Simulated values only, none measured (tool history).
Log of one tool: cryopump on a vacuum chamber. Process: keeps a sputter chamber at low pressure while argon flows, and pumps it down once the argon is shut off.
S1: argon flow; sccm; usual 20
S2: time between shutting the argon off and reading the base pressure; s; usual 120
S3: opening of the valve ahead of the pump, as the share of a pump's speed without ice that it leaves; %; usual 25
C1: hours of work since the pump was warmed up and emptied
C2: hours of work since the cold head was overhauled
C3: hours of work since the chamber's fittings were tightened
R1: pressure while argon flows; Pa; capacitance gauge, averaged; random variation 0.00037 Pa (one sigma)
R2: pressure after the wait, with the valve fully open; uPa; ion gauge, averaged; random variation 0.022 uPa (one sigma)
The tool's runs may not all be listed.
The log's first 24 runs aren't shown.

run,hour,S1,S2,S3,C1,C2,C3,R1,R2
25,985.5,9,42,19,216,980,1032,0.042,2.6
26,1044.6,9,42,19,251,1016,1068,0.0423,2.62
27,1111.8,12,137,16,292,1057,1109,0.0671,1.71
28,1165.7,9,55,23,325,1090,1142,0.0363,2.44
29,1216.6,17,137,19,356,1121,1173,0.0813,1.78
# hour 1261.9: pump warmed up, emptied and cooled again
30,1261.9,17,137,19,0,1145,1197,0.0779,1.57
31,1290,18,120,25,17,1163,1215,0.0629,1.65
32,1331.5,10,120,23,42,1188,1240,0.038,1.69
33,1393.7,34,26,28,80,1226,1278,0.1075,3.55
34,1459,8,35,27,120,1265,1317,0.0259,3.09

4 ways to go on from here, each from the tool as it stands after run 34. What would each give?
A,1493.7,8,48,27,141,1287,1339,?,?
B,1493.7,8,35,20,141,1287,1339,?,?
C,1493.7,20,120,27,141,1287,1339,?,?
D,1493.7,28,141,54,141,1287,1339,?,?

run,R1,R2
A,0.0261,2.54
B,0.0353,3.08
C,0.0664,1.82
D,0.0476,1.76
Without the tool's hidden state the same runs would have given:
run,R1,R2
A,0.0254,1.41
B,0.0346,1.92
C,0.0647,0.65
D,0.0452,0.61
